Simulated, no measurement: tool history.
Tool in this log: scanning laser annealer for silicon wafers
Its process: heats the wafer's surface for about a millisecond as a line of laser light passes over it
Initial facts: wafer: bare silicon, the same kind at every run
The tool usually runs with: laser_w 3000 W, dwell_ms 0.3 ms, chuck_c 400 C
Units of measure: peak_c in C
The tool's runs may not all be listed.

run 1 hour=0 | laser_w=3000 dwell_ms=0.3 chuck_c=400 | peak_c=1193
run 2 hour=8.2 | laser_w=3000 dwell_ms=0.3 chuck_c=373 | peak_c=1165
run 3 hour=18.6 | laser_w=3000 dwell_ms=0.3 chuck_c=400 | peak_c=1194
run 4 hour=25.1 | laser_w=3000 dwell_ms=0.3 chuck_c=400 | peak_c=1192
run 5 hour=39.2 | laser_w=3000 dwell_ms=0.3 chuck_c=400 | peak_c=1193
run 6 hour=49.5 | laser_w=3000 dwell_ms=0.3 chuck_c=400 | peak_c=1193
run 7 hour=60.3 | laser_w=3000 dwell_ms=0.3 chuck_c=400 | peak_c=1189
run 8 hour=70.7 | laser_w=2897 dwell_ms=0.3 chuck_c=400 | peak_c=1164
run 9 hour=79 | laser_w=2897 dwell_ms=0.3 chuck_c=400 | peak_c=1162
run 10 hour=85.7 | laser_w=3000 dwell_ms=0.3 chuck_c=400 | peak_c=1187
run 11 hour=92.2 | laser_w=3000 dwell_ms=0.3 chuck_c=365 | peak_c=1155
run 12 hour=99.8 | laser_w=3000 dwell_ms=0.3 chuck_c=400 | peak_c=1191
run 13 hour=108.2 | laser_w=3000 dwell_ms=0.3 chuck_c=407 | peak_c=1195
run 14 hour=118.9 | laser_w=3000 dwell_ms=0.3 chuck_c=407 | peak_c=1191
run 15 hour=129 | laser_w=3000 dwell_ms=0.3 chuck_c=426 | peak_c=1215
run 16 hour=136 | laser_w=3000 dwell_ms=0.3 chuck_c=426 | peak_c=1212
run 17 hour=150.6 | laser_w=3014 dwell_ms=0.228 chuck_c=425 | peak_c=1102
run 18 hour=161.6 | laser_w=2741 dwell_ms=0.3 chuck_c=365 | peak_c=1092
run 19 hour=171.9 | laser_w=2741 dwell_ms=0.3 chuck_c=365 | peak_c=1087
run 20 hour=186.2 | laser_w=3000 dwell_ms=0.3 chuck_c=435 | peak_c=1224
run 21 hour=198.7 | laser_w=3000 dwell_ms=0.3 chuck_c=435 | peak_c=1222
run 22 hour=212.8 | laser_w=3111 dwell_ms=0.328 chuck_c=436 | peak_c=1289
-- hour=228.2 window over the wafer cleaned
run 23 hour=228.2 | laser_w=3246 dwell_ms=0.3 chuck_c=384 | peak_c=1246
run 24 hour=238.3 | laser_w=3246 dwell_ms=0.3 chuck_c=384 | peak_c=1247
run 25 hour=251.6 | laser_w=3246 dwell_ms=0.3 chuck_c=384 | peak_c=1240
run 26 hour=262.6 | laser_w=2567 dwell_ms=0.226 chuck_c=413 | peak_c=1006
run 27 hour=269.9 | laser_w=2623 dwell_ms=0.273 chuck_c=413 | peak_c=1083

Here are 4 independent what-if runs from the current tool condition. What would each one return?
run A hour=281.1 | laser_w=2784 dwell_ms=0.294 chuck_c=416 | peak_c=?
run B hour=281.1 | laser_w=2623 dwell_ms=0.217 chuck_c=413 | peak_c=?
run C hour=281.1 | laser_w=2767 dwell_ms=0.272 chuck_c=374 | peak_c=?
run D hour=281.1 | laser_w=2845 dwell_ms=0.257 chuck_c=381 | peak_c=?

run=A peak_c=1155
run=B peak_c=1007
run=C peak_c=1078
run=D peak_c=1084
The same runs, with their run-to-run variation unchanged, on a tool lacking any hidden condition would have given:
run=A peak_c=1165
run=B peak_c=1015
run=C peak_c=1088
run=D peak_c=1093
